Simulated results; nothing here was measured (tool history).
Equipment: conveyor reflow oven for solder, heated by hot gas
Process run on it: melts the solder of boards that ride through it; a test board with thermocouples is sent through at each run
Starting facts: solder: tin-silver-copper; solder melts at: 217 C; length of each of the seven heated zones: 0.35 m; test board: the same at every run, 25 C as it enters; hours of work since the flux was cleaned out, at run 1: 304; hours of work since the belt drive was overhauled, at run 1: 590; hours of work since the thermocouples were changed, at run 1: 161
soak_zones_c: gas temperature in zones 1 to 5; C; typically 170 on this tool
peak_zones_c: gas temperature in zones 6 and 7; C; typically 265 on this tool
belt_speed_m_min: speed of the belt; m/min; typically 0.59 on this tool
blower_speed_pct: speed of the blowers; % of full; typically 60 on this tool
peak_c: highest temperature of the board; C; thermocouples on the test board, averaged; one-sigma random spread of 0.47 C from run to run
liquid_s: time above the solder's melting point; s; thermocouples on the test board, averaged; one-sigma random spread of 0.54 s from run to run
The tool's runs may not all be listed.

run,hour,soak_zones_c,peak_zones_c,belt_speed_m_min,blower_speed_pct,hours of work since the flux was cleaned out,hours of work since the belt drive was overhauled,hours of work since the thermocouples were changed,peak_c,liquid_s
1,0,170,265,0.59,60,304,590,161,248.3,48.9
2,21.4,174,265,0.59,60,319,605,177,249.1,51.5
3,33,174,265,0.59,60,328,613,185,249.9,51
4,48.6,174,265,0.59,60,339,625,196,249.7,50.3
5,59.6,182,265,0.59,60,347,633,204,251,55.8
6,73.8,182,265,0.59,60,357,643,215,251,55.1
# hour 84.9: flux residue cleaned out of gas plates and filters
7,98.8,170,265,0.59,61,10,658,229,248.9,49.4
8,109.3,170,253,0.517,61,18,665,237,242.2,53.6

Run 9 comes next. What will it give?
9,129.7,185,265,0.546,60,33,680,251,?,?

{"run 9": {"peak_c": 253.2, "liquid_s": 62.4}}
Had the tool carried no hidden state, the very same run would have given peak_c 253.3 C, liquid_s 62.4 s.
